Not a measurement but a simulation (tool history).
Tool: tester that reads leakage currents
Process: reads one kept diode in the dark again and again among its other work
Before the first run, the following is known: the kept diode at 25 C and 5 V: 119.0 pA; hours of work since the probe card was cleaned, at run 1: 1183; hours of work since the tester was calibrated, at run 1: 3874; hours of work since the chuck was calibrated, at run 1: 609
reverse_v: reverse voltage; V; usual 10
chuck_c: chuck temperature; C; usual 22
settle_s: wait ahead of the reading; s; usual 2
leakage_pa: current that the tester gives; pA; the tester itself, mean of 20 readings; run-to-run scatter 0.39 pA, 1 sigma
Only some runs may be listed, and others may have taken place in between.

| run | hour | reverse_v | chuck_c | settle_s | hours of work since the probe card was cleaned | hours of work since the tester was calibrated | hours of work since the chuck was calibrated | leakage_pa |
|---|---|---|---|---|---|---|---|---|
| 1 | 0 | 10 | 22 | 2 | 1183 | 3874 | 609 | 142.69 |
| 2 | 145 | 10 | 20 | 2 | 1282 | 3973 | 708 | 123.8 |
| 3 | 298.8 | 2.2 | 22 | 2 | 1387 | 4078 | 813 | 68.66 |
| 4 | 384.5 | 10 | 22 | 2 | 1446 | 4136 | 872 | 145.81 |
| 5 | 495 | 10 | 22 | 2 | 1521 | 4211 | 947 | 147.52 |
| 6 | 617.8 | 10 | 22 | 2 | 1605 | 4295 | 1031 | 147.84 |
| 7 | 766.1 | 10 | 22 | 2 | 1706 | 4396 | 1132 | 150.2 |
| 8 | 898.1 | 9.5 | 22 | 2 | 1796 | 4486 | 1222 | 146.84 |
| 9 | 995.5 | 9.5 | 22 | 2 | 1862 | 4553 | 1288 | 149.06 |
| 10 | 1085.7 | 10 | 22 | 2 | 1924 | 4614 | 1350 | 153.49 |
| 11 | 1228.9 | 10 | 22 | 2 | 2022 | 4712 | 1448 | 155.1 |
| 12 | 1331.7 | 10 | 22 | 2 | 2092 | 4782 | 1518 | 156.19 |
| 13 | 1461.2 | 10 | 22 | 2 | 2180 | 4871 | 1606 | 157.75 |
| 14 | 1572.3 | 10 | 22 | 8.72 | 2256 | 4947 | 1682 | 157.6 |
| 15 | 1671.4 | 10 | 22 | 2.08 | 2324 | 5014 | 1750 | 159.89 |
| 16 | 1752.5 | 10 | 22 | 0.49 | 2379 | 5069 | 1805 | 166.17 |
| 17 | 1828.4 | 10 | 22 | 0.49 | 2431 | 5121 | 1857 | 166.16 |
| 18 | 1932.8 | 10 | 22 | 0.49 | 2502 | 5192 | 1928 | 166.96 |
| 19 | 2067.2 | 10 | 22 | 0.49 | 2594 | 5284 | 2020 | 169.7 |
| 20 | 2213.5 | 10 | 21 | 2 | 2694 | 5384 | 2119 | 154.81 |
|  | 2303.2 | probe card cleaned and baked |
|  | 2359.1 | chuck's temperature calibrated |
| 21 | 2366.4 | 10 | 21 | 2 | 42 | 5485 | 5 | 119.5 |
| 22 | 2444.3 | 10 | 21 | 2 | 95 | 5538 | 58 | 119.92 |
| 23 | 2553.8 | 10 | 21 | 2 | 170 | 5613 | 133 | 121.88 |
| 24 | 2649.6 | 16.7 | 21 | 2 | 235 | 5678 | 198 | 156.26 |
|  | 2761.5 | tester calibrated |
| 25 | 2762.2 | 6.6 | 21 | 2 | 310 | 0 | 274 | 99.39 |
| 26 | 2842.7 | 3.9 | 25 | 1.21 | 365 | 55 | 329 | 108.56 |
| 27 | 3017.3 | 7.5 | 44 | 1.21 | 484 | 175 | 448 | 635.28 |
| 28 | 3107.7 | 10 | 34 | 0.35 | 546 | 236 | 509 | 354.17 |
| 29 | 3219.3 | 1.3 | 29 | 0.39 | 622 | 312 | 586 | 93.47 |
| 30 | 3371.7 | 1.3 | 29 | 0.39 | 726 | 416 | 690 | 92.69 |
| 31 | 3467.4 | 2.1 | 41 | 0.53 | 792 | 482 | 755 | 289.47 |
| 32 | 3546 | 10 | 21 | 0.39 | 845 | 535 | 808 | 135.55 |
| 33 | 3662.6 | 10 | 21 | 0.39 | 925 | 615 | 888 | 137.56 |
| 34 | 3795.1 | 4.4 | 25 | 2.88 | 1015 | 705 | 978 | 120.56 |
| 35 | 3939.6 | 10 | 25 | 3.17 | 1114 | 804 | 1077 | 179.55 |
| 36 | 4047 | 3.1 | 30 | 5.49 | 1187 | 877 | 1150 | 152.6 |
| 37 | 4160.2 | 3.1 | 30 | 5.49 | 1264 | 954 | 1228 | 153.62 |
| 38 | 4307.7 | 1.5 | 30 | 9.65 | 1365 | 1055 | 1328 | 109.98 |
| 39 | 4442.3 | 1.5 | 24 | 9.65 | 1457 | 1147 | 1420 | 68.61 |

Hidden state or all else? Some run-to-run changes of leakage_pa, split into what the settings, what came in and random variation would give without the hidden state, and what is left for the hidden state (with any gauge scatter that isn't in both results):
Hidden state present: stray current of the dirty probe card, pA a volt; current scale over the true one, %; true chuck temperature over the reading, C; drift of the gauge itself on leakage_pa, %.
Run 2 -> 3: reverse_v 10 -> 2.2, chuck_c 20 -> 22. leakage_pa -55.14 pA: hidden state -9.82, all else -45.32.
Run 3 -> 4: reverse_v 2.2 -> 10. leakage_pa +77.15 pA: hidden state +12.64, all else +64.51.
Run 20 -> 21: probe card cleaned and baked, chuck's temperature calibrated. leakage_pa -35.31 pA: hidden state -34.61, all else -0.7.
Run 26 -> 27: reverse_v 3.9 -> 7.5, chuck_c 25 -> 44. leakage_pa +526.72 pA: hidden state +5.1, all else +521.62.
Run 27 -> 28: reverse_v 7.5 -> 10, chuck_c 44 -> 34, settle_s 1.21 -> 0.35. leakage_pa -281.11 pA: hidden state +1.26, all else -282.37.
Run 28 -> 29: reverse_v 10 -> 1.3, chuck_c 34 -> 29, settle_s 0.35 -> 0.39. leakage_pa -260.7 pA: hidden state -5.85, all else -254.85.

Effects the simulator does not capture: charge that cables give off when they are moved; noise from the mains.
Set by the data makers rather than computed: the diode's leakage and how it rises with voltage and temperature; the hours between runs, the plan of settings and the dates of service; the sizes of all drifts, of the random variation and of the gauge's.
